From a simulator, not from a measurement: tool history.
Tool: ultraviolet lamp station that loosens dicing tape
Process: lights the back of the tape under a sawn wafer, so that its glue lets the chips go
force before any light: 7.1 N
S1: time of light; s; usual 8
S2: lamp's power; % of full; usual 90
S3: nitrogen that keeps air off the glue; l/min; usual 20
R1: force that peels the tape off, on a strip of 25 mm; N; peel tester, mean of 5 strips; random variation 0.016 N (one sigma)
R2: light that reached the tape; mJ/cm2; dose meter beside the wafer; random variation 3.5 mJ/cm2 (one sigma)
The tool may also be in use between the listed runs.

Run 1, hour 0: usual settings. Result: R1 1.002 N, R2 498 mJ/cm2.
Run 2, hour 5: usual settings but S2 86 % of full. Result: R1 1.055 N, R2 478 mJ/cm2.
Run 3, hour 13.7: usual settings but S2 86 % of full. Result: R1 1.084 N, R2 472 mJ/cm2.
Run 4, hour 20.2: usual settings but S2 86 % of full. Result: R1 1.139 N, R2 473 mJ/cm2.
Run 5, hour 28.8: usual settings but S2 86 % of full. Result: R1 1.122 N, R2 465 mJ/cm2.
Run 6, hour 37.3: usual settings but S2 86 % of full. Result: R1 1.118 N, R2 469 mJ/cm2.
Run 7, hour 45.9: usual settings but S2 86 % of full. Result: R1 1.132 N, R2 470 mJ/cm2.
Run 8, hour 52.7: usual settings but S1 10 s, S2 64 % of full, S3 12 l/min. Result: R1 1.435 N, R2 430 mJ/cm2.
Run 9, hour 58.9: usual settings but S1 10 s, S2 64 % of full, S3 39 l/min. Result: R1 1.092 N, R2 438 mJ/cm2.
Run 10, hour 64.1: usual settings but S2 77 % of full. Result: R1 1.317 N, R2 418 mJ/cm2.
Run 11, hour 70.8: usual settings but S1 11 s. Result: R1 0.594 N, R2 673 mJ/cm2.
Run 12, hour 77.7: usual settings but S2 71 % of full, S3 12 l/min. Result: R1 1.803 N, R2 382 mJ/cm2.
Run 13, hour 88: usual settings but S2 71 % of full, S3 12 l/min. Result: R1 1.782 N, R2 386 mJ/cm2.

5 ways to go on from here, each from the tool as it stands after run 13. What would each give?
Run A, hour 95.6: usual settings but S1 11 s, S2 97 % of full, S3 12 l/min. Result: R1 ?, R2 ?.
Run B, hour 95.6: usual settings but S1 5 s. Result: R1 ?, R2 ?.
Run C, hour 95.6: usual settings but S1 14 s, S3 6 l/min. Result: R1 ?, R2 ?.
Run D, hour 95.6: usual settings but S2 68 % of full. Result: R1 ?, R2 ?.
Run E, hour 95.6: usual settings but S1 5 s, S2 98 % of full. Result: R1 ?, R2 ?.

run     R1   R2
  A  0.611  719
  B  2.059  306
  C  0.598  852
  D  1.575  363
  E  1.841  330
Without the tool's hidden state the same runs would have given:
run     R1    R2
  A  0.428   868
  B  1.617   369
  C  0.421  1028
  D   1.19   438
  E  1.422   398

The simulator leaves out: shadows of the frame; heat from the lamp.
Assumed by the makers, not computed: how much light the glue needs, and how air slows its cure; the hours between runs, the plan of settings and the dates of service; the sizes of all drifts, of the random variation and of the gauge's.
